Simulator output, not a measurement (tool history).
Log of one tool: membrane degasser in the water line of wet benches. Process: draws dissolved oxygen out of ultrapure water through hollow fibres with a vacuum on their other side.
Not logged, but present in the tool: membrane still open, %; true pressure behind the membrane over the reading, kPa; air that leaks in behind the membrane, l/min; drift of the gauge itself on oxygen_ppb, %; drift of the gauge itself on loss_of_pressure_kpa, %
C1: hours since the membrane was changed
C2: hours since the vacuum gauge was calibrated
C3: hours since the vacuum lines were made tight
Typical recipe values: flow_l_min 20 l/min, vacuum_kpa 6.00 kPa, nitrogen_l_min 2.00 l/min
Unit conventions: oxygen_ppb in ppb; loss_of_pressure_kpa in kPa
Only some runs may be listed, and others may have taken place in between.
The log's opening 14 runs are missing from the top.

Run 15, day 125.488: usual settings but vacuum_kpa 4.42 kPa; C1 1468; C2 829; C3 4249. Result: oxygen_ppb 36.8 ppb, loss_of_pressure_kpa 30.57 kPa.
Run 16, day 133.821: usual settings but vacuum_kpa 4.42 kPa; C1 1668; C2 1029; C3 4449. Result: oxygen_ppb 36.9 ppb, loss_of_pressure_kpa 30.92 kPa.
Run 17, day 143.471: usual settings but vacuum_kpa 4.42 kPa; C1 1899; C2 1260; C3 4680. Result: oxygen_ppb 36.2 ppb, loss_of_pressure_kpa 30.80 kPa.
Run 18, day 155.171: usual settings but flow_l_min 12 l/min, vacuum_kpa 9.08 kPa, nitrogen_l_min 1.63 l/min; C1 2180; C2 1541; C3 4961. Result: oxygen_ppb 104.7 ppb, loss_of_pressure_kpa 18.39 kPa.
At day 156.392: seals of the vacuum lines changed.
Run 19, day 164.938: usual settings but flow_l_min 12 l/min, vacuum_kpa 9.08 kPa, nitrogen_l_min 1.63 l/min; C1 2413; C2 1774; C3 205. Result: oxygen_ppb 101.5 ppb, loss_of_pressure_kpa 18.56 kPa.
Run 20, day 172.988: usual settings but flow_l_min 18 l/min, nitrogen_l_min 5.98 l/min; C1 2606; C2 1967; C3 398. Result: oxygen_ppb 24.9 ppb, loss_of_pressure_kpa 27.73 kPa.
Run 21, day 185.283: usual settings but flow_l_min 18 l/min, nitrogen_l_min 5.98 l/min; C1 2901; C2 2262; C3 693. Result: oxygen_ppb 25.0 ppb, loss_of_pressure_kpa 27.98 kPa.
Run 22, day 195.771: usual settings but flow_l_min 18 l/min, nitrogen_l_min 5.98 l/min; C1 3153; C2 2514; C3 945. Result: oxygen_ppb 25.2 ppb, loss_of_pressure_kpa 27.73 kPa.
Run 23, day 202.342: usual settings but flow_l_min 30 l/min, vacuum_kpa 12.42 kPa, nitrogen_l_min 1.34 l/min; C1 3310; C2 2671; C3 1103. Result: oxygen_ppb 477.9 ppb, loss_of_pressure_kpa 46.43 kPa.
Run 24, day 212.729: usual settings but flow_l_min 30 l/min, vacuum_kpa 12.42 kPa, nitrogen_l_min 1.34 l/min; C1 3560; C2 2921; C3 1352. Result: oxygen_ppb 474.1 ppb, loss_of_pressure_kpa 46.59 kPa.
Run 25, day 218.704: usual settings but flow_l_min 25 l/min, vacuum_kpa 12.42 kPa, nitrogen_l_min 3.75 l/min; C1 3703; C2 3064; C3 1496. Result: oxygen_ppb 167.7 ppb, loss_of_pressure_kpa 38.54 kPa.
Run 26, day 226.650: usual settings but flow_l_min 12 l/min, vacuum_kpa 6.01 kPa, nitrogen_l_min 1.30 l/min; C1 3894; C2 3255; C3 1686. Result: oxygen_ppb 61.4 ppb, loss_of_pressure_kpa 18.71 kPa.
Run 27, day 233.388: usual settings but vacuum_kpa 8.24 kPa, nitrogen_l_min 2.29 l/min; C1 4055; C2 3417; C3 1848. Result: oxygen_ppb 110.9 ppb, loss_of_pressure_kpa 31.02 kPa.
Run 28, day 238.900: usual settings but flow_l_min 30 l/min, vacuum_kpa 8.02 kPa, nitrogen_l_min 4.33 l/min; C1 4188; C2 3549; C3 1980. Result: oxygen_ppb 129.0 ppb, loss_of_pressure_kpa 46.35 kPa.
Run 29, day 244.833: usual settings but flow_l_min 28 l/min, vacuum_kpa 12.40 kPa, nitrogen_l_min 2.30 l/min; C1 4330; C2 3691; C3 2123. Result: oxygen_ppb 289.6 ppb, loss_of_pressure_kpa 43.37 kPa.
Run 30, day 251.933: usual settings but flow_l_min 16 l/min, vacuum_kpa 4.48 kPa, nitrogen_l_min 2.76 l/min; C1 4501; C2 3862; C3 2293. Result: oxygen_ppb 20.7 ppb, loss_of_pressure_kpa 24.95 kPa.
Run 31, day 261.442: usual settings but vacuum_kpa 11.52 kPa, nitrogen_l_min 1.67 l/min; C1 4729; C2 4090; C3 2521. Result: oxygen_ppb 235.8 ppb, loss_of_pressure_kpa 31.29 kPa.
Run 32, day 272.421: usual settings but vacuum_kpa 11.52 kPa, nitrogen_l_min 1.67 l/min; C1 4992; C2 4353; C3 2785. Result: oxygen_ppb 232.0 ppb, loss_of_pressure_kpa 31.38 kPa.

Here are 4 independent what-if runs from the current tool condition. What would each one return?
Run A, day 278.417: usual settings but flow_l_min 14 l/min; C1 5136; C2 4497; C3 2929. Result: oxygen_ppb ?, loss_of_pressure_kpa ?.
Run B, day 278.417: usual settings but flow_l_min 18 l/min, vacuum_kpa 11.52 kPa, nitrogen_l_min 3.35 l/min; C1 5136; C2 4497; C3 2929. Result: oxygen_ppb ?, loss_of_pressure_kpa ?.
Run C, day 278.417: usual settings but flow_l_min 12 l/min; C1 5136; C2 4497; C3 2929. Result: oxygen_ppb ?, loss_of_pressure_kpa ?.
Run D, day 278.417: usual settings but vacuum_kpa 13.99 kPa, nitrogen_l_min 4.94 l/min; C1 5136; C2 4497; C3 2929. Result: oxygen_ppb ?, loss_of_pressure_kpa ?.

run  oxygen_ppb  loss_of_pressure_kpa
  A        47.5                 21.74
  B       109.5                 28.24
  C        41.3                 18.64
  D       112.6                 31.17
The same runs, with their run-to-run variation unchanged, on a tool lacking any hidden condition would have given:
run  oxygen_ppb  loss_of_pressure_kpa
  A        47.3                 21.18
  B       109.3                 27.52
  C        41.2                 18.16
  D       112.5                 30.37
